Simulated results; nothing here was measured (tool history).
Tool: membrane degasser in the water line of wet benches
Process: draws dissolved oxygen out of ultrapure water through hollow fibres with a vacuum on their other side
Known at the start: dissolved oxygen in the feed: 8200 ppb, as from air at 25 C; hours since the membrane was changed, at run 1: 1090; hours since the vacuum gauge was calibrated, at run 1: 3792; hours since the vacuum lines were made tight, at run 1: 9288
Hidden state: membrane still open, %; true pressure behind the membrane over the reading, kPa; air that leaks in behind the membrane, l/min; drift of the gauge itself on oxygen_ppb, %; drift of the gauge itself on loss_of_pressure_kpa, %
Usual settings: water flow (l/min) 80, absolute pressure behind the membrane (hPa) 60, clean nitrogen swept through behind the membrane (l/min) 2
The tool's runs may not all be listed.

run,hour,water flow (l/min),absolute pressure behind the membrane (hPa),clean nitrogen swept through behind the membrane (l/min),hours since the membrane was changed,hours since the vacuum gauge was calibrated,hours since the vacuum lines were made tight,dissolved oxygen in the water behind the degasser (ppb),pressure that the water loses in the fibres (hPa)
1,0,80,60,2,1090,3792,9288,231.6,340.1
2,35,80,60,3.2,1125,3827,9323,162.9,341.1
3,63.9,80,60,3.2,1154,3856,9352,163.7,342.2
4,131.4,80,60,3.2,1222,3923,9419,162.6,340.7
5,201.1,80,60,3.2,1291,3993,9489,160.9,341.5
6,250.8,80,60,3.2,1341,4042,9538,159.4,340.8
7,294.3,80,60,1.77,1385,4086,9582,259.6,339.3
8,340.3,80,60,2,1431,4132,9628,233.3,338.7
9,380.2,80,60,2,1471,4172,9668,230.4,338.3
10,449.6,80,60,2,1540,4241,9737,229.4,336.6
11,486.6,80,60,2,1577,4278,9774,236.5,335.6
12,523.9,80,60,2,1614,4316,9811,232.7,339.3
13,559.7,94,60,2,1650,4351,9847,276,398.2
14,628.7,94,60,2,1719,4420,9916,276.8,395.2
15,670.1,94,60,2,1760,4462,9958,270,393.9
16,736.7,94,60,2,1827,4528,10024,276.4,391.7
17,775.2,94,66,2,1865,4567,10063,324.5,392.6
18,815,94,59,2,1905,4607,10103,261.2,390.1
19,879.3,68,62.3,0.95,1970,4671,10167,369.6,286.8
20,924.3,95,70.5,0.96,2015,4716,10212,591.9,390.9
21,962.4,72,70.5,0.96,2053,4754,10250,481.8,302.5
22,1009.8,72,70.5,0.96,2100,4802,10297,483.5,299.2
23,1059.4,49,64.2,1.65,2150,4851,10347,196.2,202.6
# hour 1082.8: gauge calibrated
24,1089.3,49,64.2,1.65,2180,4881,10377,195.1,209.9
25,1129.6,51,81.8,4.73,2220,4921,10417,125.6,217.8
26,1186.1,83,61.8,0.94,2276,4978,10474,430.2,349

The next listed run, before its measurement:
27,1231.3,80,53.2,4.33,2322,5023,10519,?,?

Run 27 gave dissolved oxygen in the water behind the degasser (ppb) 99.5, pressure that the water loses in the fibres (hPa) 339.6.
Without the tool's hidden state the same run would have given dissolved oxygen in the water behind the degasser (ppb) 99.5, pressure that the water loses in the fibres (hPa) 340.9.
